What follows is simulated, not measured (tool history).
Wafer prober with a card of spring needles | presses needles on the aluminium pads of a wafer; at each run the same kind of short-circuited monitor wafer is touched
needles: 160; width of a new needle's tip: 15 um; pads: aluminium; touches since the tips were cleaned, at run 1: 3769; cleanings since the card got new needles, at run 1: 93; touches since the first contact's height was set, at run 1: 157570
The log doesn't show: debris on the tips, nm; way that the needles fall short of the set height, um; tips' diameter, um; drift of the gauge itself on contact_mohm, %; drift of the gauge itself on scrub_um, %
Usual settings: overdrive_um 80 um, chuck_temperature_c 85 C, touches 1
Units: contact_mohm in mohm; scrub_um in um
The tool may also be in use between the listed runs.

run,day,overdrive_um,chuck_temperature_c,touches,touches since the tips were cleaned,cleanings since the card got new needles,touches since the first contact's height was set,contact_mohm,scrub_um
1,0.000,80,85,1,3769,93,157570,251,18.64
# day 0.950: tips cleaned on abrasive film
# day 2.704: tips cleaned on abrasive film
2,3.696,80,85,1,5006,95,176205,274,18.61
# day 4.675: tips cleaned on abrasive film
# day 6.467: tips cleaned on abrasive film
3,6.917,99,85,1,2273,97,192448,188,23.06
# day 8.229: tips cleaned on abrasive film
4,8.738,99,61,1,2570,98,201615,186,23.05
# day 9.842: tips cleaned on abrasive film
# day 11.550: tips cleaned on abrasive film
5,12.421,99,61,1,4400,100,220189,211,23.03
# day 13.162: tips cleaned on abrasive film
# day 13.700: height of the first contact set anew
# day 14.896: tips cleaned on abrasive film
6,16.417,80,85,1,7681,102,13716,314,18.78
# day 16.738: tips cleaned on abrasive film
# day 18.475: tips cleaned on abrasive film
# day 20.196: tips cleaned on abrasive film
7,20.704,80,85,1,2561,105,35316,226,18.76
# day 21.917: tips cleaned on abrasive film
# day 23.546: tips cleaned on abrasive film
8,24.300,80,85,1,3806,107,53458,245,18.75
# day 25.246: tips cleaned on abrasive film
# day 26.912: tips cleaned on abrasive film
9,28.033,80,29,1,5665,109,72282,305,18.69
# day 28.667: tips cleaned on abrasive film
# day 30.621: tips cleaned on abrasive film
10,31.708,68,85,1,5501,111,90812,336,15.87
# day 32.525: tips cleaned on abrasive film
# day 34.225: tips cleaned on abrasive film
# day 35.925: tips cleaned on abrasive film
11,36.025,68,85,1,495,114,112552,177,15.83
# day 37.617: tips cleaned on abrasive film
# day 39.229: tips cleaned on abrasive film
12,39.229,80,85,1,0,116,128720,146,18.63
# day 41.142: tips cleaned on abrasive film
13,42.154,75,51,1,5113,117,143475,307,17.44
# day 42.925: tips cleaned on abrasive film
14,44.117,87,120,3,6019,118,153364,175,20.26
# day 44.712: tips cleaned on abrasive film
15,46.175,80,51,2,7388,119,163756,245,18.62
# day 46.471: tips cleaned on abrasive film
# day 48.258: tips cleaned on abrasive film
16,49.583,80,51,2,6700,121,180941,238,18.59
# day 50.025: tips cleaned on abrasive film
# day 51.729: tips cleaned on abrasive film
# day 53.554: tips cleaned on abrasive film
17,53.562,73,106,3,47,124,200979,143,16.91
# day 55.317: tips cleaned on abrasive film
# day 57.204: tips cleaned on abrasive film
18,57.658,71,106,2,2294,126,221632,200,16.44
# day 58.675: height of the first contact set anew
# day 58.879: tips cleaned on abrasive film
19,60.329,71,106,2,7345,127,8337,270,16.67
# day 60.604: tips cleaned on abrasive film
# day 62.325: tips cleaned on abrasive film
20,62.721,92,35,2,2005,129,20381,156,21.58
# day 64.071: tips cleaned on abrasive film
21,65.212,92,35,2,5764,130,32939,199,21.59
# day 65.746: tips cleaned on abrasive film
# day 67.521: tips cleaned on abrasive film
# day 69.346: tips cleaned on abrasive film
22,69.346,92,35,2,0,133,53767,115,21.55
# day 71.254: tips cleaned on abrasive film
# day 72.900: tips cleaned on abrasive film
23,73.412,80,64,1,2597,135,74282,229,18.70

5 ways to go on from here, each from the tool as it stands after run 23. What would each give?
# day 74.683: tips cleaned on abrasive film
# day 76.546: tips cleaned on abrasive film
A,77.467,80,84,1,4645,137,94715,?,?
# day 74.683: tips cleaned on abrasive film
# day 76.546: tips cleaned on abrasive film
B,77.467,80,39,1,4645,137,94715,?,?
# day 74.683: tips cleaned on abrasive film
# day 76.546: tips cleaned on abrasive film
C,77.467,73,85,2,4645,137,94715,?,?
# day 74.683: tips cleaned on abrasive film
# day 76.546: tips cleaned on abrasive film
D,77.467,80,46,2,4645,137,94715,?,?
# day 74.683: tips cleaned on abrasive film
# day 76.546: tips cleaned on abrasive film
E,77.467,77,85,2,4645,137,94715,?,?

run,contact_mohm,scrub_um
A,291,18.70
B,294,18.70
C,245,17.04
D,227,18.69
E,231,18.00
Without the tool's hidden state the same runs would have given:
run,contact_mohm,scrub_um
A,122,18.81
B,114,18.81
C,124,17.16
D,117,18.80
E,121,18.11
